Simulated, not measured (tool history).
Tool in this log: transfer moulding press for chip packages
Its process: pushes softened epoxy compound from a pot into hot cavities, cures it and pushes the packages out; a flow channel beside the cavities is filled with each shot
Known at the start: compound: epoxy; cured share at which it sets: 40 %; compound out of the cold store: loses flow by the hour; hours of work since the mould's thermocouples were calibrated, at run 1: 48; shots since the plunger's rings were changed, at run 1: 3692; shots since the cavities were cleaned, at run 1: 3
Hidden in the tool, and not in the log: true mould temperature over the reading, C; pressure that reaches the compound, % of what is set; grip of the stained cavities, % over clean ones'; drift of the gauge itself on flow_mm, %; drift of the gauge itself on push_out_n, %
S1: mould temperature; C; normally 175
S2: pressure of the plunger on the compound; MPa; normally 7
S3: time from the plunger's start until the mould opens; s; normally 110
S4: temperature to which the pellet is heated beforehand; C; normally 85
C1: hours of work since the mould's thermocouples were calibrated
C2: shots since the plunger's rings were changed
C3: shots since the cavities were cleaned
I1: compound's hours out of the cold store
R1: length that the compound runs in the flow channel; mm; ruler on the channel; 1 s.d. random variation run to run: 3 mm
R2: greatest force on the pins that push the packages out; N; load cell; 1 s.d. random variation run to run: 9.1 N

run    hour   S1    S2   S3  S4   C1    C2   C3    I1   R1    R2
  1       0  175     7  110  85   48  3692    3  29.8  523   435
         76  -- cavities cleaned with cleaning compound and waxed
  2    77.6  175     7  110  85   98  4457   16  25.6  535   927
  3   123.9  175  8.48  110  85  128  4923  482     9  620  1038
      154.9  -- cavities cleaned with cleaning compound and waxed
  4   173.7  175  5.22  110  85  160  5409  189    47  419   557
      231.9  -- cavities cleaned with cleaning compound and waxed
  5   259.5  175  5.22  110  85  215  6257  277  14.8  464   693
        306  -- plunger's sealing rings changed
      313.5  -- cavities cleaned with cleaning compound and waxed
  6   320.2  175  5.22  110  85  252   128   67    14  506   519
  7   365.5  175  5.22  110  85  282   584  523  26.2  479   744
      393.9  -- cavities cleaned with cleaning compound and waxed
  8   417.1  175  5.22  110  85  315  1088  234  46.6  434   620
        472  -- cavities cleaned with cleaning compound and waxed
  9   504.6  175  5.22  110  85  371  1953  328  33.8  456   702
      553.1  -- cavities cleaned with cleaning compound and waxed
 10     569  175  5.22  110  85  412  2586  160  35.5  447   585
      587.5  -- cavities cleaned with cleaning compound and waxed, once more
 11   638.7  175  5.22  110  85  457  3272  515  42.4  428   736
      666.6  -- cavities cleaned with cleaning compound and waxed
 12   707.2  175     7  110  82  501  3946  408  34.3  506   713
      748.3  -- cavities cleaned with cleaning compound and waxed
 13   764.7  175   6.4  110  85  537  4510  166   8.5  548   570
 14   806.7  175   6.4  110  85  565  4932  588  44.7  459   729
      823.4  -- cavities cleaned with cleaning compound and waxed
 15   892.7  175   6.4  148  79  620  5782  697  47.8  451   637
      899.2  -- cavities cleaned with cleaning compound and waxed
      943.8  -- mould's thermocouples calibrated
 16     951  180  8.62  116  87    5  6334  502  42.4  523   621
      979.6  -- cavities cleaned with cleaning compound and waxed
      992.9  -- plunger's sealing rings changed
 17  1039.5  175     7  106  85   60   470  577    44  516   811
     1064.3  -- cavities cleaned with cleaning compound and waxed
 18  1115.3  176     7  109  85  109  1217  513    37  521   708
       1142  -- cavities cleaned with cleaning compound and waxed
 19  1159.5  176     7  109  85  137  1647  176   9.8  584   588
 20  1205.4  172   7.9  143  85  167  2109  638  27.3  573   688
     1217.5  -- cavities cleaned with cleaning compound and waxed
 21  1287.8  172   7.9  143  85  220  2923  707  40.1  544   679
     1293.2  -- cavities cleaned with cleaning compound and waxed
 22  1340.2  175     7  130  85  253  3435  473    37  509   606
       1372  -- cavities cleaned with cleaning compound and waxed
 23  1412.7  180  6.92  125  94  299  4149  410  31.5  504   552
     1447.6  -- cavities cleaned with cleaning compound and waxed
 24  1504.7  180  6.92  128  94  359  5060  575  43.9  475   623
     1527.1  -- cavities cleaned with cleaning compound and waxed
 25  1548.7  175     7  110  76  387  5488  218  34.1  503   594
     1606.1  -- cavities cleaned with cleaning compound and waxed
 26  1633.7  172     7  110  79  441  6327  277  42.7  486   754

Predict each of these 4 candidate next runs independently; none follows another, all start after run 26:
     1674.7  -- plunger's sealing rings changed
     1686.8  -- cavities cleaned with cleaning compound and waxed
  A  1699.1  178   7  110  95  481  230  124  41.5   ?   ?
     1674.7  -- plunger's sealing rings changed
     1686.8  -- cavities cleaned with cleaning compound and waxed
  B  1699.1  172   7  101  77  481  230  124  44.2   ?   ?
     1674.7  -- plunger's sealing rings changed
     1686.8  -- cavities cleaned with cleaning compound and waxed
  C  1699.1  171   7  107  82  481  230  124  13.1   ?   ?
     1674.7  -- plunger's sealing rings changed
     1686.8  -- cavities cleaned with cleaning compound and waxed
  D  1699.1  172   7  110  92  481  230  124  26.9   ?   ?

run   R1   R2
  A  507  460
  B  518  710
  C  598  778
  D  555  608
Without the tool's unlogged condition, the same runs would have read:
run   R1   R2
  A  509  359
  B  521  563
  C  601  622
  D  558  482
